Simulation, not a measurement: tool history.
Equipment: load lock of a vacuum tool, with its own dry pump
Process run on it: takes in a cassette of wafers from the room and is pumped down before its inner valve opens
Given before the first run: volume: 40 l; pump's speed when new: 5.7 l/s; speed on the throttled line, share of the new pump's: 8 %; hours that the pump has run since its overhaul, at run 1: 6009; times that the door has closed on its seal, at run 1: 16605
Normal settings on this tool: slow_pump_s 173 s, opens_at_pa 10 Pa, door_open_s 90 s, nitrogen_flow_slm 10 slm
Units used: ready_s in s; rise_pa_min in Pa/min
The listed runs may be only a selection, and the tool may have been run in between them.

run    hour  slow_pump_s  opens_at_pa  door_open_s  nitrogen_flow_slm  hours that the pump has run since its overhaul  times that the door has closed on its seal  incoming humidity of the room's air, %  ready_s  rise_pa_min
  1     0.0          173           10           90                 10                                            6009                                       16605                                    42.5    227.7        0.086
  2   354.8          173           10           90                 10                                            6364                                       18115                                    44.5    230.0        0.089
  3   714.1          173           10           90                 10                                            6723                                       19643                                    46.1    229.9        0.098
  4  1134.6          173           10           90                 10                                            7144                                       21432                                    46.6    230.6        0.104
  5  1411.5          173           10           90                 10                                            7421                                       22610                                    41.8    232.9        0.110
  6  1691.4          173           10           90                 10                                            7701                                       23801                                    43.8    232.6        0.116
  7  2175.7          173           10           90                 10                                            8185                                       25861                                    42.0    234.7        0.128
  8  2568.8          173           10           90                 10                                            8578                                       27534                                    45.1    234.1        0.141
  9  2907.0          173            7           90                 10                                            8916                                       28972                                    46.9    236.5        0.145
 10  3344.9          288           10           90                 10                                            9354                                       30836                                    46.0    340.8        0.157
 11  3819.6          328           10           90                 10                                            9829                                       32855                                    45.0    376.9        0.168
 12  4302.7          328           10           90                 10                                           10312                                       34910                                    42.8    373.8        0.186
 13  4585.7          328           10           90                 10                                           10595                                       36114                                    44.1    377.0        0.181
 14  4841.8          341           19          211                 10                                           10851                                       37204                                    44.2    386.8        0.209
     5071.7  -- door's seal changed, seat wiped
 15  5286.4          173           15           90                 28                                           11294                                         914                                    46.3    233.6        0.035
 16  5600.1          173           13           90                  6                                           11608                                        2248                                    47.9    239.2        0.052
     6044.4  -- dry pump taken out, an overhauled one fitted
 17  6047.2          173           16           90                  6                                               3                                        4124                                    45.7    219.4        0.047
 18  6523.1          150           10           44                 28                                             479                                        6149                                    42.6    201.0        0.036
 19  7022.8          304           10          118                  8                                             978                                        8275                                    43.9    341.6        0.065
 20  7441.0          304           10          118                  8                                            1397                                       10054                                    46.2    343.7        0.068
 21  7865.5          173           10           78                 10                                            1821                                       11860                                    44.4    222.3        0.057
 22  8103.0          173           10           78                 10                                            2059                                       12871                                    46.5    227.1        0.069

Run 23 is up next; what results do you expect?
 23  8363.0          180           13          108                 10                                            2319                                       13977                                    46.9        ?            ?

Run 23 yielded ready_s 229.3 s, rise_pa_min 0.070 Pa/min.
On a tool with no hidden condition, and with the same random variation, this run would have come out at ready_s 226.5 s, rise_pa_min 0.038 Pa/min.
